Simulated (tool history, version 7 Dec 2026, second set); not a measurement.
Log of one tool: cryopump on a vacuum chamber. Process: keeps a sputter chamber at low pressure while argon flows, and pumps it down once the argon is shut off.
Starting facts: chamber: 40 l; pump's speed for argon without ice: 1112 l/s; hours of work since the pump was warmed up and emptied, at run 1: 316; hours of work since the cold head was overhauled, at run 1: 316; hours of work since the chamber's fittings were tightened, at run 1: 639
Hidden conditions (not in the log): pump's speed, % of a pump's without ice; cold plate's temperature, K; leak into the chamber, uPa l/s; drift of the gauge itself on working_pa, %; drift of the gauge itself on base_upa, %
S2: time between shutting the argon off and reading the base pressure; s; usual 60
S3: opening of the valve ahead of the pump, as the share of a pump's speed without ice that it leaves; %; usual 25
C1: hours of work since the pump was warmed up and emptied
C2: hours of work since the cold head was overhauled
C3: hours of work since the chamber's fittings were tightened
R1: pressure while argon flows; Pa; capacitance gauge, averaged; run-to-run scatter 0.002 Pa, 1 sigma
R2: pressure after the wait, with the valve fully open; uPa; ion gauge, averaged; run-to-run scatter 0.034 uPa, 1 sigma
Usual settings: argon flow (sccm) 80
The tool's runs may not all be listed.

run 1 hour=0 | argon_flow_(sccm)=80 S2=60 S3=25 | C1=316 C2=316 C3=639 | R1=0.4985 R2=2.29
run 2 hour=26.8 | argon_flow_(sccm)=80 S2=60 S3=25 | C1=330 C2=330 C3=652 | R1=0.501 R2=2.29
run 3 hour=46.4 | argon_flow_(sccm)=80 S2=60 S3=25 | C1=339 C2=339 C3=662 | R1=0.5016 R2=2.3
run 4 hour=58.3 | argon_flow_(sccm)=80 S2=60 S3=25 | C1=346 C2=346 C3=668 | R1=0.4995 R2=2.34
run 5 hour=85.9 | argon_flow_(sccm)=80 S2=60 S3=25 | C1=360 C2=360 C3=682 | R1=0.5034 R2=2.27
run 6 hour=115.1 | argon_flow_(sccm)=80 S2=60 S3=25 | C1=374 C2=374 C3=697 | R1=0.5022 R2=2.37
run 7 hour=129.7 | argon_flow_(sccm)=80 S2=60 S3=25 | C1=382 C2=382 C3=704 | R1=0.5009 R2=2.34
run 8 hour=145.5 | argon_flow_(sccm)=49 S2=60 S3=25 | C1=390 C2=390 C3=712 | R1=0.3099 R2=2.37
run 9 hour=174.1 | argon_flow_(sccm)=49 S2=60 S3=25 | C1=404 C2=404 C3=727 | R1=0.3085 R2=2.39
run 10 hour=199.8 | argon_flow_(sccm)=49 S2=60 S3=25 | C1=417 C2=417 C3=740 | R1=0.3087 R2=2.43
run 11 hour=221.8 | argon_flow_(sccm)=80 S2=60 S3=25 | C1=428 C2=428 C3=751 | R1=0.5027 R2=2.38
run 12 hour=234.5 | argon_flow_(sccm)=80 S2=68 S3=15 | C1=435 C2=435 C3=757 | R1=0.827 R2=2.19
run 13 hour=254.1 | argon_flow_(sccm)=56 S2=29 S3=25 | C1=445 C2=445 C3=767 | R1=0.3548 R2=4.03
run 14 hour=266.9 | argon_flow_(sccm)=56 S2=29 S3=25 | C1=451 C2=451 C3=774 | R1=0.3534 R2=4.16
run 15 hour=293.3 | argon_flow_(sccm)=56 S2=29 S3=25 | C1=465 C2=465 C3=787 | R1=0.3535 R2=4.14
run 16 hour=314.9 | argon_flow_(sccm)=80 S2=21 S3=28 | C1=475 C2=475 C3=798 | R1=0.4506 R2=5.27
run 17 hour=341.1 | argon_flow_(sccm)=54 S2=272 S3=37 | C1=489 C2=489 C3=811 | R1=0.2361 R2=1.2
run 18 hour=359.7 | argon_flow_(sccm)=36 S2=272 S3=37 | C1=498 C2=498 C3=821 | R1=0.1567 R2=1.22
run 19 hour=384.2 | argon_flow_(sccm)=57 S2=189 S3=37 | C1=511 C2=511 C3=833 | R1=0.2493 R2=1.39
run 20 hour=402.2 | argon_flow_(sccm)=39 S2=89 S3=37 | C1=520 C2=520 C3=842 | R1=0.172 R2=2.01
run 21 hour=427.3 | argon_flow_(sccm)=60 S2=60 S3=25 | C1=532 C2=532 C3=855 | R1=0.3852 R2=2.55

Some steps in R1, run to run, broken into two amounts with sign: the step expected even without the hidden condition (settings, incoming material, random variation), and the rest, left for the hidden condition together with whatever gauge scatter is not in both the measured and the hidden-condition-free result:
Run 10 -> 11: argon flow (sccm) 49 -> 80. R1 +0.194 Pa: hidden state +0.0071, all else +0.1869.
Run 11 -> 12: S2 60 -> 68, S3 25 -> 15. R1 +0.3243 Pa: hidden state +0.0003, all else +0.324.
Run 12 -> 13: argon flow (sccm) 80 -> 56, S2 68 -> 29, S3 15 -> 25. R1 -0.4722 Pa: hidden state -0.005, all else -0.4672.
Run 20 -> 21: argon flow (sccm) 39 -> 60, S2 89 -> 60, S3 37 -> 25. R1 +0.2132 Pa: hidden state +0.0064, all else +0.2068.
